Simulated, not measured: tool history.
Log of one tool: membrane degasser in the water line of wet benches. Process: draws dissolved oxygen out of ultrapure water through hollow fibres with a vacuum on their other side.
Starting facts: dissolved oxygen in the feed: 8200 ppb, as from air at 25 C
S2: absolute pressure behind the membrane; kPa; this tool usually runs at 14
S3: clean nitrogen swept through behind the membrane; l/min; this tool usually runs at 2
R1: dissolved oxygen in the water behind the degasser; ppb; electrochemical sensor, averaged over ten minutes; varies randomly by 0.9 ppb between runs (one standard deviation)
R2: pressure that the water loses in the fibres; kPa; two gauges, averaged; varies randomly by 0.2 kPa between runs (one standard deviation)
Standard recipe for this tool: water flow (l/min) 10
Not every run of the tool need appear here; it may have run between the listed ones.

{"run": 1, "hour": 0.0, "water flow (l/min)": 10, "S2": 14, "S3": 2, "R1": 154.4, "R2": 43.9}
{"run": 2, "hour": 53.1, "water flow (l/min)": 10, "S2": 10.6, "S3": 2, "R1": 110.6, "R2": 44.48}
{"run": 3, "hour": 77.7, "water flow (l/min)": 7, "S2": 14, "S3": 2, "R1": 102.1, "R2": 30.75}
{"run": 4, "hour": 115.7, "water flow (l/min)": 10, "S2": 14, "S3": 2, "R1": 153.6, "R2": 44.37}
{"run": 5, "hour": 145.0, "water flow (l/min)": 10, "S2": 14, "S3": 1.28, "R1": 223.4, "R2": 44.08}
{"run": 6, "hour": 189.5, "water flow (l/min)": 10, "S2": 12.8, "S3": 2, "R1": 138, "R2": 44.08}
{"run": 7, "hour": 243.7, "water flow (l/min)": 10, "S2": 12.8, "S3": 2, "R1": 138.2, "R2": 44.3}
{"run": 8, "hour": 289.2, "water flow (l/min)": 10, "S2": 12.8, "S3": 2, "R1": 138.8, "R2": 44.04}
{"run": 9, "hour": 332.8, "water flow (l/min)": 10, "S2": 14, "S3": 2, "R1": 152.5, "R2": 44.38}
{"run": 10, "hour": 382.8, "water flow (l/min)": 10, "S2": 14, "S3": 2, "R1": 154.8, "R2": 44.49}
{"run": 11, "hour": 426.7, "water flow (l/min)": 10, "S2": 14, "S3": 2, "R1": 155.2, "R2": 44.08}
{"run": 12, "hour": 483.1, "water flow (l/min)": 10, "S2": 14, "S3": 2, "R1": 153.4, "R2": 44.47}
{"run": 13, "hour": 505.8, "water flow (l/min)": 10, "S2": 14, "S3": 2, "R1": 153.5, "R2": 44.35}
{"run": 14, "hour": 548.2, "water flow (l/min)": 10, "S2": 14, "S3": 2, "R1": 153.2, "R2": 44.34}
{"run": 15, "hour": 579.1, "water flow (l/min)": 14, "S2": 14, "S3": 2, "R1": 258, "R2": 61.99}
{"run": 16, "hour": 635.1, "water flow (l/min)": 14, "S2": 14, "S3": 2, "R1": 258.9, "R2": 62.32}
{"run": 17, "hour": 676.2, "water flow (l/min)": 15, "S2": 16.9, "S3": 2, "R1": 339.2, "R2": 66.32}
{"run": 18, "hour": 726.0, "water flow (l/min)": 15, "S2": 16.9, "S3": 2, "R1": 334.5, "R2": 66.59}
{"run": 19, "hour": 767.4, "water flow (l/min)": 7, "S2": 22.2, "S3": 2.18, "R1": 161.2, "R2": 31.38}
{"run": 20, "hour": 820.6, "water flow (l/min)": 12, "S2": 14.1, "S3": 1.29, "R1": 284.4, "R2": 53.25}
{"run": 21, "hour": 872.8, "water flow (l/min)": 7, "S2": 30.8, "S3": 2, "R1": 251.3, "R2": 30.96}
{"run": 22, "hour": 902.1, "water flow (l/min)": 10, "S2": 10, "S3": 2.49, "R1": 88.4, "R2": 44.52}
{"run": 23, "hour": 957.0, "water flow (l/min)": 10, "S2": 10, "S3": 2.49, "R1": 87.9, "R2": 44.72}
{"run": 24, "hour": 1010.0, "water flow (l/min)": 8, "S2": 30.7, "S3": 1.14, "R1": 474.2, "R2": 35.38}
{"run": 25, "hour": 1052.2, "water flow (l/min)": 8, "S2": 30.7, "S3": 1.14, "R1": 478.5, "R2": 35.78}
{"run": 26, "hour": 1082.3, "water flow (l/min)": 14, "S2": 8.9, "S3": 4.5, "R1": 122.5, "R2": 62.51}
{"run": 27, "hour": 1122.9, "water flow (l/min)": 12, "S2": 14, "S3": 2, "R1": 200.3, "R2": 53.18}
{"run": 28, "hour": 1174.7, "water flow (l/min)": 7, "S2": 11.7, "S3": 1.45, "R1": 110.6, "R2": 31.53}
{"run": 29, "hour": 1205.5, "water flow (l/min)": 10, "S2": 14, "S3": 1.28, "R1": 226, "R2": 44.37}
{"run": 30, "hour": 1241.3, "water flow (l/min)": 13, "S2": 10.5, "S3": 1.23, "R1": 244.2, "R2": 57.85}
{"run": 31, "hour": 1271.2, "water flow (l/min)": 10, "S2": 29.7, "S3": 2, "R1": 348.8, "R2": 44.27}
{"run": 32, "hour": 1317.4, "water flow (l/min)": 7, "S2": 10.5, "S3": 1.85, "R1": 76.7, "R2": 31.06}

Predict each of these 4 candidate next runs independently; none follows another, all start after run 32:
{"run": "A", "hour": 1356.3, "water flow (l/min)": 11, "S2": 19.2, "S3": 2.6, "R1": "?", "R2": "?"}
{"run": "B", "hour": 1356.3, "water flow (l/min)": 8, "S2": 8.9, "S3": 2, "R1": "?", "R2": "?"}
{"run": "C", "hour": 1356.3, "water flow (l/min)": 8, "S2": 13.1, "S3": 5.25, "R1": "?", "R2": "?"}
{"run": "D", "hour": 1356.3, "water flow (l/min)": 15, "S2": 17.7, "S3": 2, "R1": "?", "R2": "?"}

run=A R1=198.8 R2=48.96
run=B R1=66.3 R2=35.66
run=C R1=46 R2=35.55
run=D R1=358.6 R2=66.47
Without the tool's hidden state the same runs would have given:
run=A R1=187.5 R2=48.22
run=B R1=60.5 R2=35.12
run=C R1=42.2 R2=35.02
run=D R1=342.1 R2=65.46
